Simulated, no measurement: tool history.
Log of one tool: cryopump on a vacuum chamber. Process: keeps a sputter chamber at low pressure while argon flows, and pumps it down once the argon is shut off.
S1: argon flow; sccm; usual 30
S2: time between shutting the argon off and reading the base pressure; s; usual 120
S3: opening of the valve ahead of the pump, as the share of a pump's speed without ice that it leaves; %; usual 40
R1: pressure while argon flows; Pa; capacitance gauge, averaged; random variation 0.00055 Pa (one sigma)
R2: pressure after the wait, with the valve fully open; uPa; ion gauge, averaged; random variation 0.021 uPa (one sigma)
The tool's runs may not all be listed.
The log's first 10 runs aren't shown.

run	hour	S1	S2	S3	R1	R2
11	621.4	30	120	40	0.0630	2.50
12	679.3	30	120	40	0.0642	2.60
13	766.3	30	120	40	0.0653	2.67
14	823.0	30	120	16	0.1490	2.82
# hour 832.8: pump warmed up, emptied and cooled again
15	918.1	30	160	40	0.0565	2.12
16	960.6	30	160	40	0.0575	2.29
# hour 1041.5: leaking fittings of the chamber tightened, without venting
17	1049.4	30	34	40	0.0573	1.39
18	1088.8	30	34	40	0.0581	1.41
19	1139.1	30	196	33	0.0707	0.44
20	1177.4	30	196	33	0.0695	0.46
21	1248.4	24	278	40	0.0461	0.47
22	1313.4	29	189	40	0.0574	0.59
23	1391.3	18	173	40	0.0350	0.62
24	1452.0	18	173	40	0.0352	0.69
25	1513.4	18	104	17	0.0819	0.94
26	1580.6	18	104	36	0.0408	0.95
27	1637.0	16	300	57	0.0238	0.77
28	1706.9	55	120	31	0.1437	1.04
29	1752.4	16	32	25	0.0504	2.00
30	1806.5	15	74	57	0.0229	1.31
31	1848.9	15	74	36	0.0346	1.30

Run 32 comes next. What will it give?
32	1912.6	40	230	35	?	?

Run 32 gave R1 0.0945 Pa, R2 1.01 uPa.
Without the tool's hidden state the same run would have given R1 0.0855 Pa, R2 0.31 uPa.
